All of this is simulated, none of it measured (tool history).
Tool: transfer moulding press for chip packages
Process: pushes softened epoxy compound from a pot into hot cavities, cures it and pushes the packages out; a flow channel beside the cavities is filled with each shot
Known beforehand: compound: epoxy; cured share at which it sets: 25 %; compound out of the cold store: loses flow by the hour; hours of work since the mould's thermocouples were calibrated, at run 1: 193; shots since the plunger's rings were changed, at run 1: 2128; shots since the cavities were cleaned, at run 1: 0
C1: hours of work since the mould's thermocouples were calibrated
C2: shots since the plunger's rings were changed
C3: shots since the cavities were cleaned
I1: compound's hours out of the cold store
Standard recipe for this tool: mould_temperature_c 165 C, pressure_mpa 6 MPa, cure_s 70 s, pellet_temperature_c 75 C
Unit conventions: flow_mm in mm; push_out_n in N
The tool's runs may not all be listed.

Run 1, hour 0: usual settings; C1 193; C2 2128; C3 0; I1 33.6. Result: flow_mm 558 mm, push_out_n 418 N.
Run 2, hour 8.4: usual settings; C1 198; C2 2243; C3 115; I1 20. Result: flow_mm 597 mm, push_out_n 489 N.
Run 3, hour 19.2: usual settings; C1 204; C2 2390; C3 262; I1 20.8. Result: flow_mm 590 mm, push_out_n 565 N.
Run 4, hour 29.2: usual settings; C1 210; C2 2527; C3 399; I1 43.3. Result: flow_mm 535 mm, push_out_n 585 N.
Run 5, hour 39.6: usual settings but mould_temperature_c 163 C; C1 217; C2 2669; C3 541; I1 16.4. Result: flow_mm 619 mm, push_out_n 785 N.
Run 6, hour 50.3: usual settings but mould_temperature_c 163 C; C1 223; C2 2816; C3 688; I1 40.8. Result: flow_mm 539 mm, push_out_n 770 N.
Run 7, hour 57.9: usual settings but mould_temperature_c 163 C; C1 228; C2 2920; C3 792; I1 17.3. Result: flow_mm 602 mm, push_out_n 892 N.
At hour 62.6: cavities cleaned with cleaning compound and waxed.
Run 8, hour 72.1: usual settings; C1 235; C2 3094; C3 131; I1 22.2. Result: flow_mm 582 mm, push_out_n 492 N.
Run 9, hour 81.4: usual settings but pressure_mpa 5.13 MPa; C1 241; C2 3221; C3 258; I1 26.6. Result: flow_mm 528 mm, push_out_n 557 N.
Run 10, hour 87.9: usual settings but pellet_temperature_c 83 C; C1 245; C2 3309; C3 346; I1 36.3. Result: flow_mm 550 mm, push_out_n 533 N.
Run 11, hour 102.2: usual settings but pellet_temperature_c 83 C; C1 253; C2 3505; C3 542; I1 38.3. Result: flow_mm 541 mm, push_out_n 612 N.
Run 12, hour 108.9: usual settings but pellet_temperature_c 83 C; C1 257; C2 3597; C3 634; I1 18.6. Result: flow_mm 591 mm, push_out_n 675 N.
At hour 124.7: cavities cleaned with cleaning compound and waxed.
Run 13, hour 124.7: usual settings but pellet_temperature_c 83 C; C1 266; C2 3793; C3 0; I1 20.5. Result: flow_mm 580 mm, push_out_n 417 N.
Run 14, hour 136.6: usual settings but pellet_temperature_c 83 C; C1 273; C2 3955; C3 162; I1 13.4. Result: flow_mm 609 mm, push_out_n 511 N.
At hour 139.6: mould's thermocouples calibrated.
Run 15, hour 149: usual settings but mould_temperature_c 160 C, pressure_mpa 4.6 MPa, cure_s 73 s, pellet_temperature_c 67 C; C1 6; C2 4097; C3 304; I1 17.1. Result: flow_mm 531 mm, push_out_n 789 N.
Run 16, hour 162: usual settings but pressure_mpa 5.01 MPa, cure_s 77 s; C1 13; C2 4275; C3 482; I1 44.6. Result: flow_mm 475 mm, push_out_n 453 N.
Run 17, hour 170: usual settings but pressure_mpa 6.59 MPa, cure_s 83 s; C1 18; C2 4385; C3 592; I1 24.2. Result: flow_mm 602 mm, push_out_n 427 N.
Run 18, hour 184.9: usual settings but pressure_mpa 6.59 MPa, cure_s 83 s; C1 27; C2 4589; C3 796; I1 25.4. Result: flow_mm 595 mm, push_out_n 456 N.
At hour 190.2: mould's thermocouples calibrated, once more.
At hour 191.7: cavities cleaned with cleaning compound and waxed.
Run 19, hour 199.5: usual settings but mould_temperature_c 172 C, pressure_mpa 6.49 MPa, cure_s 96 s, pellet_temperature_c 79 C; C1 5; C2 4740; C3 106; I1 17.3. Result: flow_mm 593 mm, push_out_n 265 N.
Run 20, hour 211.3: usual settings but pressure_mpa 5.79 MPa, cure_s 50 s; C1 12; C2 4902; C3 268; I1 25.5. Result: flow_mm 554 mm, push_out_n 1378 N.
Run 21, hour 222.2: usual settings but cure_s 60 s, pellet_temperature_c 67 C; C1 18; C2 5051; C3 417; I1 29.1. Result: flow_mm 556 mm, push_out_n 1026 N.
Run 22, hour 230.2: usual settings but mould_temperature_c 167 C, pellet_temperature_c 68 C; C1 23; C2 5160; C3 526; I1 32.8. Result: flow_mm 538 mm, push_out_n 619 N.
Run 23, hour 239.1: usual settings but mould_temperature_c 167 C, pellet_temperature_c 68 C; C1 29; C2 5282; C3 648; I1 32.6. Result: flow_mm 544 mm, push_out_n 641 N.
Run 24, hour 247.1: usual settings but mould_temperature_c 167 C, pellet_temperature_c 68 C; C1 33; C2 5391; C3 757; I1 25.4. Result: flow_mm 559 mm, push_out_n 659 N.
At hour 254: cavities cleaned with cleaning compound and waxed.
Run 25, hour 255: usual settings but mould_temperature_c 167 C, pellet_temperature_c 68 C; C1 37; C2 5480; C3 15; I1 20.2. Result: flow_mm 571 mm, push_out_n 422 N.
Run 26, hour 266.3: usual settings but mould_temperature_c 159 C, pressure_mpa 4.91 MPa, cure_s 75 s, pellet_temperature_c 81 C; C1 44; C2 5634; C3 169; I1 24.2. Result: flow_mm 530 mm, push_out_n 731 N.
Run 27, hour 279: usual settings but mould_temperature_c 172 C, pressure_mpa 5.2 MPa, cure_s 89 s, pellet_temperature_c 77 C; C1 52; C2 5808; C3 343; I1 33.6. Result: flow_mm 489 mm, push_out_n 324 N.
Run 28, hour 290.9: usual settings but pressure_mpa 7.35 MPa, pellet_temperature_c 66 C; C1 59; C2 5971; C3 506; I1 27.2. Result: flow_mm 618 mm, push_out_n 701 N.

Each row is a separate what-if for the run after 28, all from the same tool condition, not one after another. Results?
Run A, hour 304.9: usual settings but cure_s 76 s; C1 67; C2 6162; C3 697; I1 19.4. Result: flow_mm ?, push_out_n ?.
Run B, hour 304.9: usual settings but pressure_mpa 4.82 MPa, cure_s 76 s, pellet_temperature_c 71 C; C1 67; C2 6162; C3 697; I1 44.4. Result: flow_mm ?, push_out_n ?.
Run C, hour 304.9: usual settings but pressure_mpa 7.36 MPa, pellet_temperature_c 66 C; C1 67; C2 6162; C3 697; I1 8.9. Result: flow_mm ?, push_out_n ?.
Run D, hour 304.9: usual settings but pressure_mpa 6.41 MPa, pellet_temperature_c 66 C; C1 67; C2 6162; C3 697; I1 40. Result: flow_mm ?, push_out_n ?.
Run E, hour 304.9: usual settings but pressure_mpa 4.82 MPa, cure_s 106 s, pellet_temperature_c 79 C; C1 67; C2 6162; C3 697; I1 31.2. Result: flow_mm ?, push_out_n ?.

run  flow_mm  push_out_n
  A      574         626
  B      459         573
  C      673         829
  D      546         716
  E      488         392
The same runs, with their run-to-run variation unchanged, on a tool lacking any hidden condition would have given:
run  flow_mm  push_out_n
  A      609         385
  B      488         354
  C      715         514
  D      580         442
  E      519         242
